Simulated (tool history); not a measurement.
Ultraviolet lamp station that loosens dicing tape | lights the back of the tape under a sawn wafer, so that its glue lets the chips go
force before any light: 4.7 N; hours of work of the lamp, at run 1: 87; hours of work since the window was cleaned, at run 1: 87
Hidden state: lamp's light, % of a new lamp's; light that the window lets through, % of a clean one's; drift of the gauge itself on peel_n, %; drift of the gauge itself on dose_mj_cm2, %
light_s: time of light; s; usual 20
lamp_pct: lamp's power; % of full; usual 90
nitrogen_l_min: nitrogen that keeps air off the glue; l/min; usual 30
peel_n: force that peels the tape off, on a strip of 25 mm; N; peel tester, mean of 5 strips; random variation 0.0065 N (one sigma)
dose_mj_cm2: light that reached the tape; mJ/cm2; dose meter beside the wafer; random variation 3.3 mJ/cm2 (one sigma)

run	hour	light_s	lamp_pct	nitrogen_l_min	hours of work of the lamp	hours of work since the window was cleaned	peel_n	dose_mj_cm2
1	0	20	90	30	87	87	0.238	475
2	64	30	90	30	128	128	0.141	702
3	93.4	30	90	30	147	147	0.13	690
4	156	30	90	30	188	188	0.144	676
5	212.7	20	90	30	225	225	0.28	438
6	243.7	20	90	30	245	245	0.283	430
7	282.8	20	90	30	270	270	0.3	427
8	345.2	20	90	30	310	310	0.309	419
9	390.4	26	95	21	340	340	0.213	564
10	433.6	20	60	19	368	368	0.974	267
11	480.2	31	71	53	398	398	0.177	488
12	511.4	31	84	53	418	418	0.143	565
13	575	22	67	23	459	459	0.667	310
14	646.3	23	96	47	506	506	0.191	452
15	706.3	27	65	14	544	544	0.737	351

Some steps in peel_n between neighbouring runs. How much of each would the tool show without its hidden state too (settings, what came in, random variation), and how much is left for the hidden state, with any gauge scatter that isn't in both results?
Run 10 -> 11: light_s 20 -> 31, lamp_pct 60 -> 71, nitrogen_l_min 19 -> 53. peel_n -0.797 N: hidden state -0.282, all else -0.515.
Run 14 -> 15: light_s 23 -> 27, lamp_pct 96 -> 65, nitrogen_l_min 47 -> 14. peel_n +0.546 N: hidden state +0.294, all else +0.252.
